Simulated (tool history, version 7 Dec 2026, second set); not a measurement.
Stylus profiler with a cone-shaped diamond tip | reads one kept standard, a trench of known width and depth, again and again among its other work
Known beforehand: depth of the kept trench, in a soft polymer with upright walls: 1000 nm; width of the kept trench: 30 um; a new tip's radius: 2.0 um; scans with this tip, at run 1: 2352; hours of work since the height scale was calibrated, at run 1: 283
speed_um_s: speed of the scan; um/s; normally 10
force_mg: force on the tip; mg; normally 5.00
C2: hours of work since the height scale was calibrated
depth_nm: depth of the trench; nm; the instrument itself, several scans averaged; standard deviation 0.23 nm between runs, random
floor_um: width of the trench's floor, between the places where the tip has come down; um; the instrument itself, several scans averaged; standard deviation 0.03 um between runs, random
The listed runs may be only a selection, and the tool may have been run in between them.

{"run": 1, "hour": 0.0, "speed_um_s": 10, "force_mg": 5.0, "scans with this tip": 2352, "C2": 283, "depth_nm": 1013.74, "floor_um": 26.51}
{"run": 2, "hour": 42.9, "speed_um_s": 10, "force_mg": 5.0, "scans with this tip": 2601, "C2": 313, "depth_nm": 1013.8, "floor_um": 26.49}
{"run": 3, "hour": 64.7, "speed_um_s": 7, "force_mg": 5.0, "scans with this tip": 2727, "C2": 328, "depth_nm": 1013.88, "floor_um": 26.5}
{"run": 4, "hour": 82.2, "speed_um_s": 22, "force_mg": 5.0, "scans with this tip": 2829, "C2": 341, "depth_nm": 1013.38, "floor_um": 26.47}
{"run": 5, "hour": 99.6, "speed_um_s": 22, "force_mg": 5.0, "scans with this tip": 2930, "C2": 353, "depth_nm": 1013.75, "floor_um": 26.45}
{"run": 6, "hour": 140.0, "speed_um_s": 9, "force_mg": 5.0, "scans with this tip": 3164, "C2": 381, "depth_nm": 1013.61, "floor_um": 26.5}
{"run": 7, "hour": 175.0, "speed_um_s": 9, "force_mg": 5.0, "scans with this tip": 3368, "C2": 405, "depth_nm": 1013.71, "floor_um": 26.51}
{"run": 8, "hour": 199.9, "speed_um_s": 7, "force_mg": 5.0, "scans with this tip": 3512, "C2": 423, "depth_nm": 1014.03, "floor_um": 26.5}
{"run": 9, "hour": 217.4, "speed_um_s": 8, "force_mg": 5.0, "scans with this tip": 3614, "C2": 435, "depth_nm": 1013.68, "floor_um": 26.47}
{"run": 10, "hour": 249.8, "speed_um_s": 8, "force_mg": 5.0, "scans with this tip": 3802, "C2": 458, "depth_nm": 1013.95, "floor_um": 26.48}
{"run": 11, "hour": 276.5, "speed_um_s": 8, "force_mg": 5.0, "scans with this tip": 3957, "C2": 476, "depth_nm": 1013.53, "floor_um": 26.4}
{"run": 12, "hour": 305.1, "speed_um_s": 8, "force_mg": 5.0, "scans with this tip": 4123, "C2": 496, "depth_nm": 1013.75, "floor_um": 26.55}
{"run": 13, "hour": 322.6, "speed_um_s": 8, "force_mg": 5.0, "scans with this tip": 4225, "C2": 509, "depth_nm": 1013.65, "floor_um": 26.54}
{"run": 14, "hour": 355.9, "speed_um_s": 8, "force_mg": 5.0, "scans with this tip": 4419, "C2": 532, "depth_nm": 1013.81, "floor_um": 26.48}
{"run": 15, "hour": 376.9, "speed_um_s": 8, "force_mg": 5.0, "scans with this tip": 4540, "C2": 546, "depth_nm": 1013.54, "floor_um": 26.51}
{"run": 16, "hour": 410.7, "speed_um_s": 8, "force_mg": 5.0, "scans with this tip": 4737, "C2": 570, "depth_nm": 1013.81, "floor_um": 26.57}
{"run": 17, "hour": 445.5, "speed_um_s": 8, "force_mg": 5.0, "scans with this tip": 4938, "C2": 594, "depth_nm": 1013.5, "floor_um": 26.48}
{"run": 18, "hour": 482.6, "speed_um_s": 8, "force_mg": 5.0, "scans with this tip": 5154, "C2": 620, "depth_nm": 1013.9, "floor_um": 26.56}
{"run": 19, "hour": 521.8, "speed_um_s": 8, "force_mg": 5.0, "scans with this tip": 5382, "C2": 648, "depth_nm": 1013.69, "floor_um": 26.47}
{"run": 20, "hour": 544.3, "speed_um_s": 8, "force_mg": 5.0, "scans with this tip": 5512, "C2": 664, "depth_nm": 1013.88, "floor_um": 26.49}
{"run": 21, "hour": 564.1, "speed_um_s": 16, "force_mg": 3.92, "scans with this tip": 5627, "C2": 677, "depth_nm": 1011.69, "floor_um": 26.42}
{"run": 22, "hour": 597.7, "speed_um_s": 4, "force_mg": 5.91, "scans with this tip": 5822, "C2": 701, "depth_nm": 1015.43, "floor_um": 26.51}
{"run": 23, "hour": 624.1, "speed_um_s": 13, "force_mg": 6.7, "scans with this tip": 5976, "C2": 719, "depth_nm": 1016.73, "floor_um": 26.47}
{"run": 24, "hour": 659.1, "speed_um_s": 13, "force_mg": 6.7, "scans with this tip": 6179, "C2": 744, "depth_nm": 1016.92, "floor_um": 26.42}
{"run": 25, "hour": 693.1, "speed_um_s": 15, "force_mg": 5.44, "scans with this tip": 6377, "C2": 768, "depth_nm": 1014.61, "floor_um": 26.5}
{"run": 26, "hour": 731.1, "speed_um_s": 21, "force_mg": 2.04, "scans with this tip": 6597, "C2": 794, "depth_nm": 1007.88, "floor_um": 26.4}
{"run": 27, "hour": 755.8, "speed_um_s": 3, "force_mg": 2.04, "scans with this tip": 6741, "C2": 811, "depth_nm": 1007.43, "floor_um": 26.53}
{"hour": 788.7, "done": "height scale calibrated on a step standard"}
{"run": 28, "hour": 792.4, "speed_um_s": 3, "force_mg": 2.04, "scans with this tip": 6950, "C2": 3, "depth_nm": 1007.69, "floor_um": 26.53}
{"run": 29, "hour": 811.2, "speed_um_s": 3, "force_mg": 2.04, "scans with this tip": 7059, "C2": 16, "depth_nm": 1007.55, "floor_um": 26.53}
{"run": 30, "hour": 837.2, "speed_um_s": 14, "force_mg": 4.83, "scans with this tip": 7210, "C2": 34, "depth_nm": 1013.66, "floor_um": 26.45}
{"run": 31, "hour": 858.5, "speed_um_s": 2, "force_mg": 14.29, "scans with this tip": 7334, "C2": 49, "depth_nm": 1027.57, "floor_um": 26.53}
{"run": 32, "hour": 894.3, "speed_um_s": 4, "force_mg": 8.06, "scans with this tip": 7542, "C2": 74, "depth_nm": 1018.42, "floor_um": 26.54}
{"run": 33, "hour": 927.0, "speed_um_s": 5, "force_mg": 2.57, "scans with this tip": 7732, "C2": 97, "depth_nm": 1009.24, "floor_um": 26.47}
{"run": 34, "hour": 956.6, "speed_um_s": 19, "force_mg": 14.09, "scans with this tip": 7904, "C2": 117, "depth_nm": 1027.49, "floor_um": 26.5}
{"run": 35, "hour": 997.1, "speed_um_s": 16, "force_mg": 2.84, "scans with this tip": 8139, "C2": 146, "depth_nm": 1009.43, "floor_um": 26.46}
{"run": 36, "hour": 1037.3, "speed_um_s": 18, "force_mg": 2.84, "scans with this tip": 8372, "C2": 174, "depth_nm": 1009.46, "floor_um": 26.45}
{"run": 37, "hour": 1065.3, "speed_um_s": 16, "force_mg": 2.11, "scans with this tip": 8535, "C2": 193, "depth_nm": 1008.03, "floor_um": 26.45}
{"run": 38, "hour": 1094.9, "speed_um_s": 10, "force_mg": 5.03, "scans with this tip": 8707, "C2": 214, "depth_nm": 1014.07, "floor_um": 26.48}
{"run": 39, "hour": 1119.5, "speed_um_s": 2, "force_mg": 3.26, "scans with this tip": 8850, "C2": 231, "depth_nm": 1010.46, "floor_um": 26.49}
{"run": 40, "hour": 1136.8, "speed_um_s": 7, "force_mg": 5.41, "scans with this tip": 8950, "C2": 243, "depth_nm": 1014.71, "floor_um": 26.48}

Each row is a separate what-if for the run after 40, all from the same tool condition, not one after another. Results?
{"run": "A", "hour": 1157.2, "speed_um_s": 10, "force_mg": 7.66, "scans with this tip": 9068, "C2": 258, "depth_nm": "?", "floor_um": "?"}
{"run": "B", "hour": 1157.2, "speed_um_s": 29, "force_mg": 1.78, "scans with this tip": 9068, "C2": 258, "depth_nm": "?", "floor_um": "?"}
{"run": "C", "hour": 1157.2, "speed_um_s": 3, "force_mg": 5.41, "scans with this tip": 9068, "C2": 258, "depth_nm": "?", "floor_um": "?"}
{"run": "D", "hour": 1157.2, "speed_um_s": 10, "force_mg": 7.08, "scans with this tip": 9068, "C2": 258, "depth_nm": "?", "floor_um": "?"}

run=A depth_nm=1018.39 floor_um=26.53
run=B depth_nm=1006.66 floor_um=26.36
run=C depth_nm=1014.51 floor_um=26.52
run=D depth_nm=1017.67 floor_um=26.52
With no hidden state in the tool, these same runs would have given:
run=A depth_nm=1018.38 floor_um=26.54
run=B depth_nm=1006.65 floor_um=26.38
run=C depth_nm=1014.51 floor_um=26.54
run=D depth_nm=1017.66 floor_um=26.53
